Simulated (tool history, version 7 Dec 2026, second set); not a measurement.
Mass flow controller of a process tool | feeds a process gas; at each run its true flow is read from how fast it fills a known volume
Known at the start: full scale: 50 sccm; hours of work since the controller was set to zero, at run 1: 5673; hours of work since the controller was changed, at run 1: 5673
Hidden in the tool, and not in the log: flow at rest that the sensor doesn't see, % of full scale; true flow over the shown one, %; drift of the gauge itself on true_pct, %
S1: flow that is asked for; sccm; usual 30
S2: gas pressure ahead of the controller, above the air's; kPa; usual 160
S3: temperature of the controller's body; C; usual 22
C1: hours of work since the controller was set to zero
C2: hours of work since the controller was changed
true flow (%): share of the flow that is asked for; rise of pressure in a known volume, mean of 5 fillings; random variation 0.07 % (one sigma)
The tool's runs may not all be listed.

Run 1, hour 0.0: usual settings; C1 5673; C2 5673. Result: true flow (%) 99.55.
Run 2, hour 165.7: usual settings; C1 5800; C2 5800. Result: true flow (%) 99.63.
Run 3, hour 300.5: usual settings; C1 5903; C2 5903. Result: true flow (%) 99.54.
Run 4, hour 504.3: usual settings; C1 6059; C2 6059. Result: true flow (%) 99.68.
Run 5, hour 600.4: usual settings; C1 6133; C2 6133. Result: true flow (%) 99.76.
Run 6, hour 810.2: usual settings; C1 6294; C2 6294. Result: true flow (%) 99.63.
Run 7, hour 1009.3: usual settings; C1 6446; C2 6446. Result: true flow (%) 99.66.
Run 8, hour 1168.4: usual settings; C1 6568; C2 6568. Result: true flow (%) 99.68.
Run 9, hour 1322.3: usual settings but S1 39 sccm, S2 195 kPa, S3 35 C; C1 6686; C2 6686. Result: true flow (%) 100.90.
Run 10, hour 1432.8: usual settings but S1 22 sccm, S2 222 kPa, S3 37 C; C1 6770; C2 6770. Result: true flow (%) 101.65.
At hour 1538.3: controller's zero set anew.
Run 11, hour 1636.8: usual settings but S2 193 kPa; C1 75; C2 6926. Result: true flow (%) 97.63.
Run 12, hour 1784.1: usual settings but S1 11 sccm, S3 30 C; C1 188; C2 7039. Result: true flow (%) 98.01.
Run 13, hour 1969.6: usual settings but S1 11 sccm, S2 218 kPa, S3 25 C; C1 330; C2 7181. Result: true flow (%) 97.35.

4 ways to go on from here, each from the tool as it stands after run 13. What would each give?
Run A, hour 2188.3: usual settings but S1 20 sccm, S2 166 kPa, S3 25 C; C1 497; C2 7348. Result: true flow (%) ?.
Run B, hour 2188.3: usual settings but S1 11 sccm, S2 218 kPa, S3 36 C; C1 497; C2 7348. Result: true flow (%) ?.
Run C, hour 2188.3: usual settings but S1 11 sccm, S2 276 kPa, S3 28 C; C1 497; C2 7348. Result: true flow (%) ?.
Run D, hour 2188.3: usual settings but S1 11 sccm, S2 218 kPa, S3 33 C; C1 497; C2 7348. Result: true flow (%) ?.

run  true flow (%)
  A          97.75
  B          98.64
  C          97.89
  D          98.34
Without the tool's hidden state the same runs would have given:
run  true flow (%)
  A          98.74
  B          99.29
  C          98.54
  D          98.99
